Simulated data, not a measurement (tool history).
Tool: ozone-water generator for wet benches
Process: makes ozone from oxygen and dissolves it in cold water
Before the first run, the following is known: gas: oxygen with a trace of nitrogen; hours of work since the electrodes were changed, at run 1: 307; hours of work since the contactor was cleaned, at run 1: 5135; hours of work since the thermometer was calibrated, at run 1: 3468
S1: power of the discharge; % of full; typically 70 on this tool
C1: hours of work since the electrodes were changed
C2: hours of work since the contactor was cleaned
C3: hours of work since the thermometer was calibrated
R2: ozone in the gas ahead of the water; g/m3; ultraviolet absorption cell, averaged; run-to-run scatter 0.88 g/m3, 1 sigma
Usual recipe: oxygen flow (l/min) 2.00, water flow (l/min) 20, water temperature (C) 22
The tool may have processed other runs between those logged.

{"run": 1, "hour": 0.0, "S1": 70, "oxygen flow (l/min)": 2.0, "water flow (l/min)": 20, "water temperature (C)": 22, "C1": 307, "C2": 5135, "C3": 3468, "dissolved ozone (ppm)": 8.5, "R2": 157.3}
{"run": 2, "hour": 34.5, "S1": 70, "oxygen flow (l/min)": 2.0, "water flow (l/min)": 20, "water temperature (C)": 22, "C1": 331, "C2": 5159, "C3": 3492, "dissolved ozone (ppm)": 8.57, "R2": 156.2}
{"run": 3, "hour": 68.0, "S1": 70, "oxygen flow (l/min)": 2.0, "water flow (l/min)": 20, "water temperature (C)": 22, "C1": 354, "C2": 5183, "C3": 3516, "dissolved ozone (ppm)": 8.53, "R2": 157.3}
{"run": 4, "hour": 95.7, "S1": 70, "oxygen flow (l/min)": 2.0, "water flow (l/min)": 20, "water temperature (C)": 22, "C1": 374, "C2": 5202, "C3": 3535, "dissolved ozone (ppm)": 8.53, "R2": 157.0}
{"run": 5, "hour": 135.9, "S1": 70, "oxygen flow (l/min)": 2.0, "water flow (l/min)": 20, "water temperature (C)": 22, "C1": 402, "C2": 5230, "C3": 3563, "dissolved ozone (ppm)": 8.44, "R2": 155.8}
{"run": 6, "hour": 167.0, "S1": 70, "oxygen flow (l/min)": 2.0, "water flow (l/min)": 20, "water temperature (C)": 22, "C1": 424, "C2": 5252, "C3": 3585, "dissolved ozone (ppm)": 8.53, "R2": 157.3}
{"run": 7, "hour": 196.5, "S1": 50, "oxygen flow (l/min)": 2.0, "water flow (l/min)": 20, "water temperature (C)": 22, "C1": 444, "C2": 5272, "C3": 3606, "dissolved ozone (ppm)": 6.88, "R2": 127.4}
{"run": 8, "hour": 229.4, "S1": 50, "oxygen flow (l/min)": 2.0, "water flow (l/min)": 20, "water temperature (C)": 22, "C1": 467, "C2": 5295, "C3": 3629, "dissolved ozone (ppm)": 7.02, "R2": 127.8}
{"run": 9, "hour": 271.9, "S1": 70, "oxygen flow (l/min)": 2.0, "water flow (l/min)": 20, "water temperature (C)": 22, "C1": 497, "C2": 5325, "C3": 3658, "dissolved ozone (ppm)": 8.44, "R2": 157.2}
{"run": 10, "hour": 292.4, "S1": 70, "oxygen flow (l/min)": 1.33, "water flow (l/min)": 13, "water temperature (C)": 18, "C1": 511, "C2": 5339, "C3": 3673, "dissolved ozone (ppm)": 12.42, "R2": 193.0}
{"run": 11, "hour": 317.4, "S1": 70, "oxygen flow (l/min)": 1.33, "water flow (l/min)": 13, "water temperature (C)": 18, "C1": 529, "C2": 5357, "C3": 3690, "dissolved ozone (ppm)": 12.46, "R2": 192.1}
{"run": 12, "hour": 350.4, "S1": 70, "oxygen flow (l/min)": 2.61, "water flow (l/min)": 17, "water temperature (C)": 22, "C1": 552, "C2": 5380, "C3": 3713, "dissolved ozone (ppm)": 10.58, "R2": 137.8}
{"run": 13, "hour": 371.0, "S1": 70, "oxygen flow (l/min)": 2.61, "water flow (l/min)": 17, "water temperature (C)": 22, "C1": 566, "C2": 5394, "C3": 3727, "dissolved ozone (ppm)": 10.55, "R2": 136.9}
{"run": 14, "hour": 409.9, "S1": 62, "oxygen flow (l/min)": 2.09, "water flow (l/min)": 20, "water temperature (C)": 22, "C1": 593, "C2": 5421, "C3": 3755, "dissolved ozone (ppm)": 7.96, "R2": 143.1}
{"run": 15, "hour": 431.0, "S1": 71, "oxygen flow (l/min)": 1.57, "water flow (l/min)": 20, "water temperature (C)": 22, "C1": 608, "C2": 5436, "C3": 3769, "dissolved ozone (ppm)": 8.04, "R2": 181.0}
{"run": 16, "hour": 448.8, "S1": 48, "oxygen flow (l/min)": 1.26, "water flow (l/min)": 16, "water temperature (C)": 19, "C1": 620, "C2": 5449, "C3": 3782, "dissolved ozone (ppm)": 7.77, "R2": 156.3}
{"run": 17, "hour": 472.6, "S1": 58, "oxygen flow (l/min)": 1.26, "water flow (l/min)": 15, "water temperature (C)": 19, "C1": 637, "C2": 5465, "C3": 3798, "dissolved ozone (ppm)": 9.41, "R2": 176.1}
{"hour": 503.9, "done": "water thermometer calibrated"}
{"run": 18, "hour": 509.7, "S1": 70, "oxygen flow (l/min)": 2.51, "water flow (l/min)": 20, "water temperature (C)": 21, "C1": 663, "C2": 5491, "C3": 4, "dissolved ozone (ppm)": 8.94, "R2": 140.8}

Forecast each of these 5 alternatives for the next run:
{"run": "A", "hour": 546.9, "S1": 44, "oxygen flow (l/min)": 2.0, "water flow (l/min)": 29, "water temperature (C)": 22, "C1": 689, "C2": 5517, "C3": 30, "dissolved ozone (ppm)": "?", "R2": "?"}
{"run": "B", "hour": 546.9, "S1": 70, "oxygen flow (l/min)": 2.51, "water flow (l/min)": 29, "water temperature (C)": 28, "C1": 689, "C2": 5517, "C3": 30, "dissolved ozone (ppm)": "?", "R2": "?"}
{"run": "C", "hour": 546.9, "S1": 70, "oxygen flow (l/min)": 2.42, "water flow (l/min)": 20, "water temperature (C)": 24, "C1": 689, "C2": 5517, "C3": 30, "dissolved ozone (ppm)": "?", "R2": "?"}
{"run": "D", "hour": 546.9, "S1": 59, "oxygen flow (l/min)": 2.82, "water flow (l/min)": 13, "water temperature (C)": 21, "C1": 689, "C2": 5517, "C3": 30, "dissolved ozone (ppm)": "?", "R2": "?"}
{"run": "E", "hour": 546.9, "S1": 70, "oxygen flow (l/min)": 1.42, "water flow (l/min)": 24, "water temperature (C)": 23, "C1": 689, "C2": 5517, "C3": 30, "dissolved ozone (ppm)": "?", "R2": "?"}

run=A dissolved_ozone_(ppm)=4.04 R2=117.8
run=B dissolved_ozone_(ppm)=5.46 R2=139.5
run=C dissolved_ozone_(ppm)=8.64 R2=143.5
run=D dissolved_ozone_(ppm)=12.35 R2=118.5
run=E dissolved_ozone_(ppm)=6.17 R2=186.2
What these runs would have given with no unlogged condition in the tool:
run=A dissolved_ozone_(ppm)=4.30 R2=118.5
run=B dissolved_ozone_(ppm)=5.82 R2=140.7
run=C dissolved_ozone_(ppm)=9.11 R2=144.8
run=D dissolved_ozone_(ppm)=12.84 R2=119.4
run=E dissolved_ozone_(ppm)=6.55 R2=187.8
